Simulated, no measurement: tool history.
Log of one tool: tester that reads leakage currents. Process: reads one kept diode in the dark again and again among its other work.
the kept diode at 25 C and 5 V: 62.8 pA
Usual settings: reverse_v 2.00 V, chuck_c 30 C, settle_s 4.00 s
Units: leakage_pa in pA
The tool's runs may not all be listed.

{"run": 1, "hour": 0.0, "reverse_v": 2.0, "chuck_c": 30, "settle_s": 4.0, "leakage_pa": 62.87}
{"run": 2, "hour": 93.6, "reverse_v": 2.0, "chuck_c": 30, "settle_s": 0.4, "leakage_pa": 64.32}
{"run": 3, "hour": 193.2, "reverse_v": 2.08, "chuck_c": 30, "settle_s": 4.0, "leakage_pa": 64.2}
{"run": 4, "hour": 267.6, "reverse_v": 2.08, "chuck_c": 30, "settle_s": 4.0, "leakage_pa": 64.11}
{"run": 5, "hour": 345.4, "reverse_v": 2.08, "chuck_c": 30, "settle_s": 4.0, "leakage_pa": 63.93}
{"run": 6, "hour": 438.4, "reverse_v": 2.0, "chuck_c": 30, "settle_s": 1.01, "leakage_pa": 63.44}
{"run": 7, "hour": 482.1, "reverse_v": 2.0, "chuck_c": 30, "settle_s": 1.01, "leakage_pa": 63.08}
{"run": 8, "hour": 559.7, "reverse_v": 2.0, "chuck_c": 30, "settle_s": 4.0, "leakage_pa": 62.88}
{"run": 9, "hour": 621.1, "reverse_v": 2.0, "chuck_c": 30, "settle_s": 4.0, "leakage_pa": 62.73}
{"run": 10, "hour": 688.1, "reverse_v": 5.2, "chuck_c": 30, "settle_s": 4.0, "leakage_pa": 99.7}
{"run": 11, "hour": 776.6, "reverse_v": 5.2, "chuck_c": 30, "settle_s": 4.0, "leakage_pa": 99.54}
{"run": 12, "hour": 851.1, "reverse_v": 2.01, "chuck_c": 30, "settle_s": 4.0, "leakage_pa": 63.04}
{"run": 13, "hour": 914.0, "reverse_v": 2.0, "chuck_c": 30, "settle_s": 0.84, "leakage_pa": 63.09}
{"run": 14, "hour": 987.6, "reverse_v": 2.0, "chuck_c": 30, "settle_s": 0.84, "leakage_pa": 63.5}
{"run": 15, "hour": 1067.0, "reverse_v": 2.0, "chuck_c": 30, "settle_s": 0.48, "leakage_pa": 64.1}
{"run": 16, "hour": 1119.4, "reverse_v": 2.0, "chuck_c": 30, "settle_s": 0.48, "leakage_pa": 63.81}
{"run": 17, "hour": 1206.1, "reverse_v": 2.0, "chuck_c": 30, "settle_s": 4.0, "leakage_pa": 62.74}
{"run": 18, "hour": 1248.9, "reverse_v": 2.0, "chuck_c": 30, "settle_s": 4.0, "leakage_pa": 62.59}
{"run": 19, "hour": 1294.8, "reverse_v": 7.61, "chuck_c": 30, "settle_s": 4.0, "leakage_pa": 119.71}
{"run": 20, "hour": 1395.2, "reverse_v": 2.0, "chuck_c": 41, "settle_s": 4.0, "leakage_pa": 154.9}
{"run": 21, "hour": 1453.8, "reverse_v": 2.0, "chuck_c": 41, "settle_s": 4.0, "leakage_pa": 156.31}
{"run": 22, "hour": 1497.9, "reverse_v": 2.64, "chuck_c": 38, "settle_s": 7.04, "leakage_pa": 140.19}
{"run": 23, "hour": 1580.9, "reverse_v": 2.0, "chuck_c": 52, "settle_s": 4.0, "leakage_pa": 365.25}
{"run": 24, "hour": 1669.0, "reverse_v": 2.0, "chuck_c": 52, "settle_s": 4.0, "leakage_pa": 365.65}
{"run": 25, "hour": 1714.2, "reverse_v": 2.0, "chuck_c": 52, "settle_s": 4.0, "leakage_pa": 366.03}
{"run": 26, "hour": 1759.9, "reverse_v": 1.48, "chuck_c": 30, "settle_s": 2.72, "leakage_pa": 54.5}
{"run": 27, "hour": 1860.6, "reverse_v": 1.07, "chuck_c": 30, "settle_s": 1.97, "leakage_pa": 46.68}
{"run": 28, "hour": 1938.8, "reverse_v": 2.0, "chuck_c": 51, "settle_s": 4.0, "leakage_pa": 339.17}
{"run": 29, "hour": 2027.2, "reverse_v": 17.41, "chuck_c": 44, "settle_s": 4.0, "leakage_pa": 557.56}
{"run": 30, "hour": 2100.2, "reverse_v": 2.05, "chuck_c": 50, "settle_s": 0.37, "leakage_pa": 319.11}
{"run": 31, "hour": 2183.8, "reverse_v": 17.15, "chuck_c": 21, "settle_s": 0.92, "leakage_pa": 85.65}
{"run": 32, "hour": 2235.0, "reverse_v": 17.15, "chuck_c": 21, "settle_s": 0.92, "leakage_pa": 85.28}
{"run": 33, "hour": 2291.8, "reverse_v": 17.15, "chuck_c": 54, "settle_s": 2.93, "leakage_pa": 1187.28}
{"run": 34, "hour": 2380.7, "reverse_v": 5.19, "chuck_c": 38, "settle_s": 1.84, "leakage_pa": 193.87}
{"run": 35, "hour": 2477.8, "reverse_v": 5.19, "chuck_c": 38, "settle_s": 1.84, "leakage_pa": 194.74}
{"run": 36, "hour": 2560.3, "reverse_v": 17.54, "chuck_c": 30, "settle_s": 1.08, "leakage_pa": 183.21}
{"run": 37, "hour": 2608.6, "reverse_v": 17.54, "chuck_c": 30, "settle_s": 1.08, "leakage_pa": 182.79}
{"run": 38, "hour": 2684.0, "reverse_v": 2.0, "chuck_c": 37, "settle_s": 2.11, "leakage_pa": 112.88}

Taken out of this log: 2 entries between the listed runs. Where each belongs, and how the hidden state differs across it:
Between runs 16 and 17: chuck's temperature calibrated (hour 1206.1)
  true chuck temperature over the reading, C: -0.01 -> 0
  measured less the result without the state, leakage_pa: -0.02 -> +0.03 pA
Between runs 35 and 36: probe card cleaned and baked (hour 2525.8)
  stray current of the dirty probe card, pA a volt: 0.042 -> 0.02
  measured less the result without the state, leakage_pa: +0.00 -> -0.10 pA
